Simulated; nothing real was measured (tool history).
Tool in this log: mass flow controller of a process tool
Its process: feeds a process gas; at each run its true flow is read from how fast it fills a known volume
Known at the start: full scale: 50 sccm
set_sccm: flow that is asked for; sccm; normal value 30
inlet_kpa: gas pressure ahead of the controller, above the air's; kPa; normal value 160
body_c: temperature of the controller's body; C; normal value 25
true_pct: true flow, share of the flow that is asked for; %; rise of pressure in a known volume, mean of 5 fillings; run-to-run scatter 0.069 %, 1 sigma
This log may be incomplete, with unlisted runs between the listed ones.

| run | hour | set_sccm | inlet_kpa | body_c | true_pct |
|---|---|---|---|---|---|
| 1 | 0 | 30 | 160 | 25 | 98.72 |
| 2 | 132.6 | 30 | 160 | 28 | 98.95 |
| 3 | 281.8 | 30 | 160 | 20 | 98.46 |
| 4 | 400.3 | 30 | 160 | 20 | 98.45 |
| 5 | 652.7 | 30 | 160 | 20 | 98.45 |
| 6 | 939.3 | 30 | 160 | 20 | 98.21 |
| 7 | 1107.2 | 30 | 160 | 25 | 98.75 |
| 8 | 1367.9 | 30 | 160 | 20 | 98.25 |
| 9 | 1510 | 6 | 160 | 20 | 94.25 |
| 10 | 1654.4 | 30 | 160 | 20 | 98.44 |
| 11 | 1924.9 | 30 | 160 | 20 | 98.27 |
| 12 | 2129.8 | 25 | 160 | 20 | 97.93 |
| 13 | 2251.1 | 25 | 160 | 20 | 97.91 |
| 14 | 2425.8 | 25 | 160 | 20 | 97.89 |
| 15 | 2697.4 | 30 | 174 | 25 | 98.54 |
| 16 | 2837.3 | 30 | 174 | 25 | 98.52 |
| 17 | 3073.6 | 30 | 174 | 25 | 98.39 |
| 18 | 3210.4 | 30 | 174 | 25 | 98.65 |
| 19 | 3360 | 30 | 174 | 25 | 98.5 |
| 20 | 3628.2 | 12 | 178 | 25 | 96.38 |
| 21 | 3839.7 | 26 | 161 | 25 | 98.17 |
| 22 | 3977.5 | 26 | 207 | 24 | 98.35 |
| 23 | 4118.9 | 23 | 177 | 22 | 97.73 |
| 24 | 4253 | 23 | 177 | 22 | 97.68 |
| 25 | 4482.2 | 19 | 190 | 25 | 97.74 |
| 26 | 4613.1 | 19 | 190 | 25 | 97.64 |
| 27 | 4792.9 | 19 | 190 | 25 | 97.46 |
|  | 4855.6 | controller's zero set anew |
| 28 | 4947.4 | 23 | 160 | 21 | 99.13 |
| 29 | 5102.3 | 23 | 160 | 21 | 99.11 |
| 30 | 5269.5 | 30 | 169 | 25 | 99.69 |
| 31 | 5540.7 | 30 | 254 | 24 | 100.1 |
| 32 | 5780.3 | 30 | 254 | 24 | 99.99 |
| 33 | 5963.4 | 24 | 185 | 22 | 99.37 |
| 34 | 6165.6 | 20 | 263 | 36 | 100.54 |
| 35 | 6312.3 | 30 | 202 | 33 | 100.29 |
| 36 | 6478 | 12 | 143 | 24 | 98.6 |
| 37 | 6665.5 | 30 | 160 | 28 | 99.71 |

5 options for the next run, each taken on its own from the tool as it stands now. Forecast them:
| A | 6947.3 | 15 | 160 | 33 | ? |
| B | 6947.3 | 6 | 209 | 25 | ? |
| C | 6947.3 | 30 | 252 | 28 | ? |
| D | 6947.3 | 30 | 151 | 26 | ? |
| E | 6947.3 | 10 | 160 | 33 | ? |

| run | true_pct |
|---|---|
| A | 99.32 |
| B | 97.98 |
| C | 100.18 |
| D | 99.44 |
| E | 98.85 |
With no hidden state in the tool, these same runs would have given:
| run | true_pct |
|---|---|
| A | 99.38 |
| B | 98.86 |
| C | 99.97 |
| D | 99.22 |
| E | 99.19 |
